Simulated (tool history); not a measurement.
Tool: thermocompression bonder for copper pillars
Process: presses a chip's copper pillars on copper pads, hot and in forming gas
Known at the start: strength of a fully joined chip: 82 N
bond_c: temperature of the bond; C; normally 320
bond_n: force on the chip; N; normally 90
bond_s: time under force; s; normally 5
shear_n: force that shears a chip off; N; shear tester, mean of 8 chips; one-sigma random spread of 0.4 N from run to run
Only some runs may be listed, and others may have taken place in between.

run,hour,bond_c,bond_n,bond_s,shear_n
1,0.0,320,90,5,40.1
2,16.3,320,126,5,46.8
3,37.8,320,90,5,40.1
4,52.2,320,90,5,39.3
5,72.0,320,90,5,38.4
6,95.2,320,90,5,38.1
7,115.9,320,90,5,37.8
8,137.2,303,90,5,32.5

Run 9 is up next; what results do you expect?
9,147.7,308,62,12,?

{"run 9": {"shear_n": 38.1}}
The same run, on a tool lacking any hidden state, would have yielded shear_n 43.4 N.

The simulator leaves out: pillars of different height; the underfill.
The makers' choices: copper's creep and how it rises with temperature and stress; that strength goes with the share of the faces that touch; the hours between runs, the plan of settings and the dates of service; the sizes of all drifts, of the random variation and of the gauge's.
